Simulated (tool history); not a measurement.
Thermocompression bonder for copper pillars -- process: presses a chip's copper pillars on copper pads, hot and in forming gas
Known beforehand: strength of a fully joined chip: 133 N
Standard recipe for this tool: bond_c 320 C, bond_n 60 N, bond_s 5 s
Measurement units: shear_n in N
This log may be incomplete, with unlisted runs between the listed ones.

run	hour	bond_c	bond_n	bond_s	shear_n
1	0	320	60	5	64
2	28.3	320	60	12	82.4
3	57	320	60	12	82.9
4	83.8	320	60	12	83.1
5	103.1	320	60	5	59.5
6	117.6	320	60	6	64.7
7	144.2	320	77	6	75.9
8	166.4	320	77	6	77
9	180.6	320	77	6	76
10	192.7	320	55	5	59
11	213.1	320	55	5	58.1
12	227.3	320	60	5	61
13	239.9	320	60	5	59.8
14	252.1	320	41	5	47.1
15	277.4	320	60	5	60.6
16	297.9	320	60	6	64.8
17	325.5	335	60	5	73.6
18	345.1	335	60	5	74.6
19	366.5	335	58	5	74.1
20	379.9	333	60	7	82
21	392.4	333	60	7	80.4
22	420.9	339	64	5	81.3
23	436.4	311	80	14	91.9
24	449.9	344	40	9	79.8
25	467.9	296	45	5	35.9
26	492.8	339	50	8	80.3
27	509.8	339	50	8	79.4
28	536.5	324	60	8	76.2
29	551.6	320	65	5	65.9
30	567.4	328	70	4	69.2
31	586.6	349	60	13	103.7
32	605.3	341	36	9	69.9
33	633.8	320	80	5	72.1
34	646.1	340	52	7	77.8
35	668.8	306	60	5	49.3
36	695.6	349	38	3	52.9
37	707.6	349	38	3	51.9
38	729.8	345	83	3	78.8

Put back what was entered between runs (1 entry, withheld): which listed runs does each sit between, and how does the hidden state differ from the listed run before to the listed run after?
Run 16 -> run 17: forming gas filter changed (hour 312.8)
  true temperature of the bond over the reading, C: -5.5 -> -5.6; oxide that the forming gas leaves, % of the face: 5.67 -> 0.69
  measured value less the no-hidden-state value, shear_n: -9 -> -5.7 N
